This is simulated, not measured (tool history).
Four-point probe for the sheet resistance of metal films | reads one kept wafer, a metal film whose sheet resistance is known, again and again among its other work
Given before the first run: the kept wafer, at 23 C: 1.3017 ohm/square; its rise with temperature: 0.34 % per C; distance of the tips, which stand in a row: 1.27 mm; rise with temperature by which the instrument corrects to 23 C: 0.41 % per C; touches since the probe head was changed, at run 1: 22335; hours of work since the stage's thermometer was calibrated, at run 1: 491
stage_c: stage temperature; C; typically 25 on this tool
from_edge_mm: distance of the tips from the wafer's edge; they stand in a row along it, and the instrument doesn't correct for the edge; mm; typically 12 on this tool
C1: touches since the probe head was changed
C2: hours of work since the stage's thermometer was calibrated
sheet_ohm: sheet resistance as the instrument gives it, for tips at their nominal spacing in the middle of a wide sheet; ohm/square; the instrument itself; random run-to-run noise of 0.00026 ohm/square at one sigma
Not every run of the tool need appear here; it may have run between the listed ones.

{"run": 1, "day": 0.0, "stage_c": 25, "from_edge_mm": 12, "C1": 22335, "C2": 491, "sheet_ohm": 1.307883}
{"run": 2, "day": 3.088, "stage_c": 25, "from_edge_mm": 12, "C1": 23343, "C2": 530, "sheet_ohm": 1.307728}
{"run": 3, "day": 7.629, "stage_c": 25, "from_edge_mm": 12, "C1": 24826, "C2": 588, "sheet_ohm": 1.308715}
{"run": 4, "day": 10.954, "stage_c": 25, "from_edge_mm": 34, "C1": 25913, "C2": 630, "sheet_ohm": 1.301661}
{"run": 5, "day": 15.383, "stage_c": 25, "from_edge_mm": 34, "C1": 27359, "C2": 686, "sheet_ohm": 1.301995}
{"run": 6, "day": 20.921, "stage_c": 25, "from_edge_mm": 12, "C1": 29168, "C2": 757, "sheet_ohm": 1.308916}
{"run": 7, "day": 25.571, "stage_c": 25, "from_edge_mm": 12, "C1": 30686, "C2": 816, "sheet_ohm": 1.309229}
{"run": 8, "day": 30.333, "stage_c": 25, "from_edge_mm": 40, "C1": 32241, "C2": 876, "sheet_ohm": 1.302487}
{"run": 9, "day": 33.633, "stage_c": 25, "from_edge_mm": 40, "C1": 33319, "C2": 918, "sheet_ohm": 1.302499}
{"run": 10, "day": 35.917, "stage_c": 23, "from_edge_mm": 40, "C1": 34065, "C2": 947, "sheet_ohm": 1.304853}
{"run": 11, "day": 40.575, "stage_c": 20, "from_edge_mm": 40, "C1": 35586, "C2": 1006, "sheet_ohm": 1.307371}
{"run": 12, "day": 43.058, "stage_c": 20, "from_edge_mm": 40, "C1": 36397, "C2": 1038, "sheet_ohm": 1.30766}
{"run": 13, "day": 46.871, "stage_c": 20, "from_edge_mm": 40, "C1": 37643, "C2": 1086, "sheet_ohm": 1.307302}
{"run": 14, "day": 49.308, "stage_c": 20, "from_edge_mm": 40, "C1": 38438, "C2": 1117, "sheet_ohm": 1.307808}
{"run": 15, "day": 52.962, "stage_c": 20, "from_edge_mm": 42, "C1": 39632, "C2": 1164, "sheet_ohm": 1.307968}
{"run": 16, "day": 56.592, "stage_c": 20, "from_edge_mm": 42, "C1": 40817, "C2": 1210, "sheet_ohm": 1.308174}
{"run": 17, "day": 60.438, "stage_c": 30, "from_edge_mm": 12, "C1": 42073, "C2": 1258, "sheet_ohm": 1.307254}
{"run": 18, "day": 65.854, "stage_c": 30, "from_edge_mm": 12, "C1": 43842, "C2": 1327, "sheet_ohm": 1.306727}
{"run": 19, "day": 68.225, "stage_c": 27, "from_edge_mm": 12, "C1": 44616, "C2": 1357, "sheet_ohm": 1.309924}
{"run": 20, "day": 71.038, "stage_c": 27, "from_edge_mm": 12, "C1": 45535, "C2": 1393, "sheet_ohm": 1.309995}
{"day": 74.275, "done": "stage's thermometer calibrated"}
{"run": 21, "day": 76.258, "stage_c": 25, "from_edge_mm": 12, "C1": 47233, "C2": 25, "sheet_ohm": 1.310568}
{"run": 22, "day": 81.646, "stage_c": 25, "from_edge_mm": 12, "C1": 48993, "C2": 94, "sheet_ohm": 1.31098}
{"run": 23, "day": 84.408, "stage_c": 18, "from_edge_mm": 14, "C1": 49895, "C2": 129, "sheet_ohm": 1.315598}
{"run": 24, "day": 89.167, "stage_c": 26, "from_edge_mm": 22, "C1": 51449, "C2": 189, "sheet_ohm": 1.305327}
{"run": 25, "day": 91.667, "stage_c": 29, "from_edge_mm": 3, "C1": 52266, "C2": 221, "sheet_ohm": 1.413861}
{"run": 26, "day": 94.254, "stage_c": 29, "from_edge_mm": 3, "C1": 53111, "C2": 254, "sheet_ohm": 1.414192}
{"run": 27, "day": 97.446, "stage_c": 29, "from_edge_mm": 73, "C1": 54153, "C2": 294, "sheet_ohm": 1.30077}
{"run": 28, "day": 102.629, "stage_c": 27, "from_edge_mm": 24, "C1": 55847, "C2": 360, "sheet_ohm": 1.304308}
{"run": 29, "day": 106.925, "stage_c": 27, "from_edge_mm": 24, "C1": 57249, "C2": 415, "sheet_ohm": 1.304459}

Run 30 has not been measured yet. What should we expect?
{"run": 30, "day": 111.183, "stage_c": 33, "from_edge_mm": 6, "C1": 58639, "C2": 469, "sheet_ohm": "?"}

sheet_ohm: 1.328438 ohm/square
Minus the tool's unlogged condition, the same run would have read sheet_ohm 1.323742 ohm/square.

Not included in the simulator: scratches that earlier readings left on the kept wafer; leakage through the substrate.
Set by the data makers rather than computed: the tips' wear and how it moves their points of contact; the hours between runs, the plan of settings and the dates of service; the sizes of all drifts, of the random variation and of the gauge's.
